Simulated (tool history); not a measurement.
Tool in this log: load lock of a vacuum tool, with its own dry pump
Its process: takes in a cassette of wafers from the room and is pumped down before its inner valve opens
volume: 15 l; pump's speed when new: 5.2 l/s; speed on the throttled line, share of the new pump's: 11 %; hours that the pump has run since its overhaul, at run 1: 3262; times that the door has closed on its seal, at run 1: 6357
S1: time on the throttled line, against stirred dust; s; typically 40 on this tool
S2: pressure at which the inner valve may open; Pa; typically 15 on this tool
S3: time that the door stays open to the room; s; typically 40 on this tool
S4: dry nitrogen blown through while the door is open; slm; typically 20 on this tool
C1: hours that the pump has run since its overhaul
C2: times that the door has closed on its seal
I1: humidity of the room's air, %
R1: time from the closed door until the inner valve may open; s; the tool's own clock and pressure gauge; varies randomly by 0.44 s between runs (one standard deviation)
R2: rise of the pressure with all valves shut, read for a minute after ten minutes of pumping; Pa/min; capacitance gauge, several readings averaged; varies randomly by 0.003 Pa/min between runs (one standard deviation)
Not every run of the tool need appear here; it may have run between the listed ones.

run      day  S1  S2   S3  S4    C1     C2    I1    R1     R2
  1        0  40  15   40  20  3262   6357  43.3  62.3  0.072
  2    3.925  40  15   40  20  3357   6541  47.5    62  0.072
  3     6.85  40  15   40  20  3427   6677    43    63  0.068
  4    11.05  40  15   30  20  3528   6874    43  62.1  0.056
  5   15.317  40  14   40  20  3630   7073  44.7  62.2  0.073
  6   20.683  40  14   40  20  3759   7324  47.7  62.5  0.069
  7   27.325  47  15   40  20  3918   7635  44.2  69.1  0.072
  8   31.808  40  15   40   6  4026   7845  45.2  61.4  0.097
  9   36.867  40  22   40   6  4147   8081  48.6  61.1  0.098
 10   41.775  40  22   40   6  4265   8311  43.4  60.5  0.084
 11   48.375  40  22   40   6  4423   8619  45.5  61.7  0.095
 12   51.579  40  22   40   6  4500   8769  46.7  60.8    0.1
 13   54.862  78  22   40   6  4579   8923  45.6  94.6  0.094
 14   60.362  78  21   40   6  4711   9180  45.1  94.9  0.095
 15   66.729  78  21   40   6  4864   9478    42  94.6  0.093
 16   69.779  78  21   40   6  4937   9620  48.4  93.8  0.106
 17   73.412  78  21   40   6  5024   9790  44.8  94.9  0.095
 18   77.967  40  15   40  20  5134  10003  46.3  62.3  0.074
 19   80.842  27  18   40  20  5203  10138  45.7  50.5  0.071
 20   87.204  27  18   40  20  5355  10435  48.6  51.1  0.082
 21   93.575  40  15   40  28  5508  10733  46.8  63.6  0.078
 22   98.667  40  28   40   5  5630  10971  42.8  60.8  0.098
 23  104.488  40  28   40   5  5770  11244  45.4    61  0.108
 24   109.95  47  28   40  22  5901  11499  47.1  65.8  0.078
 25  114.375  33  22   34  18  6007  11706  45.2  55.1  0.083
 26  119.371  33  22   34  18  6127  11940  45.5  56.2  0.082
 27  125.733  33  22   34  18  6280  12237  45.5  55.6  0.078
 28  130.038  33  22   34  18  6383  12438  45.5  55.6  0.089
 29  132.946  35  20   40   9  6453  12574  43.9  57.2    0.1
 30  137.212  35  12   40  43  6556  12774  42.6  60.1   0.06
 31  140.404  24  18  101   5  6632  12923    47  48.4  0.145
 32  145.854  24  18  101   5  6763  13178  43.7  47.9  0.136
 33  152.417  24  18  101   5  6920  13485  42.8  48.6  0.135
 34  155.125  56  19   57  32  6985  13612  47.4  76.5  0.087
 35  157.958  40  24   40   5  7053  13744  45.7  61.1  0.112
 36    161.2  22  19  143  20  7131  13896  43.8  47.1  0.116

3 ways to go on from here, each from the tool as it stands after run 36. What would each give?
  A  165.4  22  19  143  34  7232  14092  47.2   ?   ?
  B  165.4  22  19  132  20  7232  14092  44.9   ?   ?
  C  165.4  56  19  222  22  7232  14092    45   ?   ?

run    R1     R2
  A  46.9  0.104
  B  46.8  0.121
  C  75.8  0.136
With the hidden condition removed and each run's random variation left untouched, the same runs would have given:
run    R1     R2
  A  44.5  0.065
  B  44.3  0.082
  C  73.8  0.096
